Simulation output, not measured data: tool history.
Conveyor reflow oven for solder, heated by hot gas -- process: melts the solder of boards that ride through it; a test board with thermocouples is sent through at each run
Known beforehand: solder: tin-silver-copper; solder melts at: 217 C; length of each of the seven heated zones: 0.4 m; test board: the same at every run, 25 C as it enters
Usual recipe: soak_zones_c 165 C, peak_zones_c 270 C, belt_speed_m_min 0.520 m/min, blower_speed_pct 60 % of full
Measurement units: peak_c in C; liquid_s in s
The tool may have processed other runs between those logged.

| run | hour | soak_zones_c | peak_zones_c | belt_speed_m_min | blower_speed_pct | peak_c | liquid_s |
|---|---|---|---|---|---|---|---|
| 1 | 0.0 | 165 | 270 | 0.520 | 60 | 249.4 | 63.0 |
| 2 | 34.2 | 165 | 270 | 0.520 | 60 | 249.3 | 63.1 |
| 3 | 87.8 | 165 | 270 | 0.520 | 60 | 249.4 | 62.8 |
| 4 | 131.2 | 165 | 270 | 0.587 | 60 | 244.1 | 49.9 |
| 5 | 197.5 | 165 | 270 | 0.587 | 60 | 244.0 | 49.2 |
| 6 | 263.4 | 165 | 270 | 0.520 | 60 | 248.4 | 62.4 |
| 7 | 328.9 | 165 | 270 | 0.520 | 60 | 248.2 | 61.9 |
|  | 373.5 | flux residue cleaned out of gas plates and filters |
| 8 | 397.5 | 165 | 270 | 0.520 | 60 | 249.1 | 63.7 |
| 9 | 449.9 | 165 | 270 | 0.520 | 60 | 249.0 | 63.1 |
|  | 457.1 | thermocouples of zones 6 and 7 changed |
| 10 | 504.5 | 165 | 270 | 0.520 | 60 | 252.0 | 65.6 |
| 11 | 541.5 | 165 | 270 | 0.520 | 60 | 251.5 | 66.2 |
|  | 565.9 | belt drive overhauled, speed set with a stopwatch |
| 12 | 618.4 | 165 | 270 | 0.445 | 60 | 255.8 | 81.6 |
| 13 | 676.4 | 165 | 270 | 0.445 | 60 | 255.5 | 81.5 |
| 14 | 739.8 | 165 | 270 | 0.520 | 60 | 250.1 | 63.3 |
|  | 812.3 | flux residue cleaned out of gas plates and filters |
| 15 | 814.3 | 165 | 270 | 0.520 | 60 | 251.0 | 64.2 |
| 16 | 848.8 | 165 | 270 | 0.520 | 60 | 250.7 | 64.0 |
| 17 | 917.6 | 165 | 270 | 0.520 | 60 | 250.4 | 63.6 |

Predict the results of run 18:
| 18 | 976.8 | 165 | 266 | 0.520 | 60 | ? | ? |

peak_c: 246.7 C
liquid_s: 60.1 s
With the hidden condition absent and the run-to-run variation left alone, this run would have shown peak_c 247.9 C, liquid_s 61.0 s.
